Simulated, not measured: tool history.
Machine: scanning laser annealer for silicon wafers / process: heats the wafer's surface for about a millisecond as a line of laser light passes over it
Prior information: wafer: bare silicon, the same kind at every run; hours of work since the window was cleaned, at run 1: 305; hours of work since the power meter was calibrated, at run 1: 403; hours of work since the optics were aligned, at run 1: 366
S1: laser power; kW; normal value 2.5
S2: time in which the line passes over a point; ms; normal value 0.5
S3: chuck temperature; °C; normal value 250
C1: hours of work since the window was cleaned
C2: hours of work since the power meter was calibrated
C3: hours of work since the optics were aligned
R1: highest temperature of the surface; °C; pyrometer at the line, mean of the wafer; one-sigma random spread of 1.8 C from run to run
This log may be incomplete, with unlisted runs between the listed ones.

run    hour     S1     S2   S3   C1   C2    C3    R1
  1       0    2.5    0.5  250  305  403   366  1028
  2    35.9    2.5    0.5  250  323  421   384  1032
  3    85.2    2.5    0.5  250  348  446   409  1026
  4   137.4    2.5    0.5  250  374  472   435  1029
  5   210.3    2.5  0.582  250  410  508   471  1095
  6   250.8    2.5    0.5  266  430  528   491  1037
  7   299.9    2.5    0.5  266  455  553   516  1040
      343.8  -- window over the wafer cleaned
  8   347.2    2.5    0.5  266    2  575   538  1067
  9   415.9    2.5    0.5  250   36  609   573  1047
 10   449.1    2.5  0.522  250   52  626   589  1069
 11   521.5    2.5    0.5  250   89  662   625  1045
 12   585.6    2.5    0.5  250  121  694   657  1045
 13   643.1    2.5    0.5  283  149  723   686  1073
 14   690.8    2.5    0.5  283  173  746   710  1076
 15   746.7    2.5    0.5  283  201  774   737  1070
 16     826    2.5    0.5  250  240  814   777  1035
 17   905.1    2.5    0.5  250  280  853   816  1032
 18   983.5    2.5    0.5  250  319  892   855  1029
 19  1063.2    2.5    0.5  250  358  932   895  1029
     1072.2  -- laser's power meter calibrated
 20  1132.2    2.5    0.5  227  391   30   928  1003
 21  1193.2  2.399  0.518  230  422   60   958   984
 22  1225.7    2.5  0.516  241  438   76   975  1031
 23  1288.5    2.5  0.516  241  469  108  1006  1027
       1304  -- window over the wafer cleaned
 24  1352.7    2.5  0.555  231   24  139  1037  1071
 25    1431    2.5  0.555  231   63  178  1076  1068
     1467.4  -- laser's power meter calibrated, once more
 26  1470.2    2.5  0.555  231   81    1  1094  1070
 27  1535.1    2.5  0.555  231  114   34  1126  1062
 28  1606.3    2.5  0.555  231  149   69  1162  1061
 29  1643.5  2.617  0.523  237  168   88  1180  1083
 30  1691.3  2.617  0.523  237  192  112  1204  1082
 31    1753  2.578    0.5  250  222  142  1235  1058
 32  1788.8  2.284  0.482  253  240  160  1253   943
 33  1860.4  2.526  0.529  250  276  196  1288  1058
 34  1919.6  2.526  0.529  250  305  225  1318  1056
 35  1962.8  2.568  0.384  271  327  247  1339   961
 36  2026.5  2.568  0.384  271  359  279  1371   957
 37  2063.1  2.509  0.475  250  377  297  1389  1003
       2082  -- optics aligned, line set to its width
 38  2131.9  2.509  0.475  250  409  329    25  1014
 39  2200.6  2.622  0.475  287  443  363    59  1089
 40    2248  2.722  0.362  284  466  386    83  1001

Each row is a separate what-if for the run after 40, all from the same tool condition, not one after another. Results?
     2268.2  -- window over the wafer cleaned
  A  2315.6  2.326  0.362  284  24  419  115   ?
     2268.2  -- window over the wafer cleaned
  B  2315.6  2.549  0.362  222  24  419  115   ?
     2268.2  -- window over the wafer cleaned
  C  2315.6  2.171   0.48  262  24  419  115   ?
     2268.2  -- window over the wafer cleaned
  D  2315.6    2.5   0.43  273  24  419  115   ?

run    R1
  A   911
  B   914
  C   939
  D  1023
The same runs, with their run-to-run variation unchanged, on a tool lacking any hidden condition would have given:
run    R1
  A   912
  B   916
  C   941
  D  1025
